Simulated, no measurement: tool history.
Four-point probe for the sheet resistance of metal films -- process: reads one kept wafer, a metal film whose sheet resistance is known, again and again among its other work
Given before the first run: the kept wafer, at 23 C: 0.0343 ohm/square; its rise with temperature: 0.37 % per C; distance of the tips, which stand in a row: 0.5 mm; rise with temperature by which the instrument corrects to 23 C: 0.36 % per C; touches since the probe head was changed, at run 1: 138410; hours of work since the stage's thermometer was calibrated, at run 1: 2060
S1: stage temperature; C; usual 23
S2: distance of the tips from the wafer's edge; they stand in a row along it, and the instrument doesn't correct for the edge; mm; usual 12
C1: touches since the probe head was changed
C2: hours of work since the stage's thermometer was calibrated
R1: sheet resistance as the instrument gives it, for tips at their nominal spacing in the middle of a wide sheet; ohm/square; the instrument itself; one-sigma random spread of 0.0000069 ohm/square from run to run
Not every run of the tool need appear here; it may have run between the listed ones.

Run 1, day 0.000: usual settings; C1 138410; C2 2060. Result: R1 0.034345 ohm/square.
Run 2, day 3.108: usual settings but S1 22 C; C1 141070; C2 2097. Result: R1 0.034314 ohm/square.
Run 3, day 6.242: usual settings; C1 143754; C2 2135. Result: R1 0.034331 ohm/square.
Run 4, day 12.383: usual settings but S1 28 C; C1 149013; C2 2209. Result: R1 0.034373 ohm/square.
Run 5, day 15.583: usual settings but S1 28 C; C1 151751; C2 2248. Result: R1 0.034358 ohm/square.
Run 6, day 20.171: usual settings but S1 21 C; C1 155681; C2 2303. Result: R1 0.034334 ohm/square.
Run 7, day 24.050: usual settings but S1 26 C; C1 159001; C2 2350. Result: R1 0.034357 ohm/square.
Run 8, day 26.658: usual settings; C1 161235; C2 2382. Result: R1 0.034343 ohm/square.
Run 9, day 32.462: usual settings; C1 166204; C2 2452. Result: R1 0.034338 ohm/square.
Run 10, day 35.554: usual settings; C1 168852; C2 2489. Result: R1 0.034319 ohm/square.
Run 11, day 40.662: usual settings; C1 173227; C2 2551. Result: R1 0.034334 ohm/square.
Run 12, day 46.133: usual settings; C1 177912; C2 2617. Result: R1 0.034337 ohm/square.
Run 13, day 50.608: usual settings; C1 181743; C2 2671. Result: R1 0.034342 ohm/square.
Run 14, day 55.754: usual settings but S2 42 mm; C1 186147; C2 2733. Result: R1 0.034307 ohm/square.
Run 15, day 59.225: usual settings; C1 189122; C2 2775. Result: R1 0.034336 ohm/square.
Run 16, day 62.833: usual settings but S2 46 mm; C1 192211; C2 2818. Result: R1 0.034310 ohm/square.
Run 17, day 68.762: usual settings but S1 28 C; C1 197285; C2 2890. Result: R1 0.034345 ohm/square.
At day 73.117: stage's thermometer calibrated.
Run 18, day 74.433: usual settings but S1 28 C, S2 40 mm; C1 202125; C2 16. Result: R1 0.034328 ohm/square.
Run 19, day 77.954: usual settings but S1 28 C, S2 40 mm; C1 205138; C2 58. Result: R1 0.034336 ohm/square.
Run 20, day 81.321: usual settings but S1 28 C, S2 40 mm; C1 208022; C2 99. Result: R1 0.034341 ohm/square.
Run 21, day 85.408: usual settings but S1 28 C, S2 40 mm; C1 211522; C2 148. Result: R1 0.034336 ohm/square.
Run 22, day 90.488: usual settings but S1 28 C, S2 40 mm; C1 215869; C2 210. Result: R1 0.034330 ohm/square.
At day 92.892: new probe head fitted.
Run 23, day 95.342: usual settings but S1 28 C, S2 40 mm; C1 2099; C2 268. Result: R1 0.034324 ohm/square.
Run 24, day 101.171: usual settings but S2 48 mm; C1 7090; C2 338. Result: R1 0.034292 ohm/square.
Run 25, day 106.579: usual settings but S1 21 C, S2 30 mm; C1 11720; C2 403. Result: R1 0.034296 ohm/square.
Run 26, day 110.971: usual settings but S1 29 C, S2 6 mm; C1 15480; C2 456. Result: R1 0.034448 ohm/square.
Run 27, day 116.671: usual settings but S1 29 C, S2 6 mm; C1 20364; C2 525. Result: R1 0.034466 ohm/square.
Run 28, day 119.471: usual settings but S1 29 C, S2 6 mm; C1 22760; C2 559. Result: R1 0.034459 ohm/square.
Run 29, day 122.758: usual settings but S1 29 C, S2 6 mm; C1 25575; C2 599. Result: R1 0.034463 ohm/square.
Run 30, day 126.621: usual settings but S1 21 C, S2 11 mm; C1 28881; C2 645. Result: R1 0.034334 ohm/square.
Run 31, day 130.346: usual settings but S1 21 C, S2 11 mm; C1 32072; C2 690. Result: R1 0.034318 ohm/square.
Run 32, day 135.154: usual settings but S1 19 C, S2 54 mm; C1 36189; C2 748. Result: R1 0.034278 ohm/square.
Run 33, day 139.817: usual settings but S1 19 C, S2 54 mm; C1 40180; C2 804. Result: R1 0.034276 ohm/square.
Run 34, day 143.829: usual settings but S2 8 mm; C1 43617; C2 853. Result: R1 0.034377 ohm/square.
Run 35, day 148.704: usual settings but S2 8 mm; C1 47788; C2 912. Result: R1 0.034367 ohm/square.
Run 36, day 154.233: usual settings but S1 32 C, S2 21 mm; C1 52525; C2 978. Result: R1 0.034349 ohm/square.
Run 37, day 160.392: usual settings but S1 30 C, S2 7 mm; C1 57798; C2 1053. Result: R1 0.034433 ohm/square.
Run 38, day 165.383: usual settings but S1 24 C, S2 44 mm; C1 62070; C2 1113. Result: R1 0.034304 ohm/square.
Run 39, day 168.538: usual settings but S1 24 C, S2 44 mm; C1 64772; C2 1151. Result: R1 0.034300 ohm/square.
Run 40, day 173.054: usual settings but S1 24 C, S2 44 mm; C1 68638; C2 1206. Result: R1 0.034307 ohm/square.
Run 41, day 178.083: usual settings but S1 32 C, S2 52 mm; C1 72945; C2 1266. Result: R1 0.034351 ohm/square.
Run 42, day 181.929: usual settings but S1 32 C, S2 52 mm; C1 76239; C2 1313. Result: R1 0.034349 ohm/square.
Run 43, day 186.783: usual settings but S1 27 C, S2 65 mm; C1 80394; C2 1371. Result: R1 0.034339 ohm/square.

4 ways to go on from here, each from the tool as it stands after run 43. What would each give?
Run A, day 190.329: usual settings but S2 15 mm; C1 83430; C2 1414. Result: R1 ?.
Run B, day 190.329: usual settings but S1 19 C, S2 65 mm; C1 83430; C2 1414. Result: R1 ?.
Run C, day 190.329: usual settings but S1 27 C, S2 41 mm; C1 83430; C2 1414. Result: R1 ?.
Run D, day 190.329: usual settings but S1 22 C; C1 83430; C2 1414. Result: R1 ?.

run        R1
  A  0.034326
  B  0.034283
  C  0.034312
  D  0.034336
What these runs would have given with no unlogged condition in the tool:
run        R1
  A  0.034325
  B  0.034281
  C  0.034311
  D  0.034335
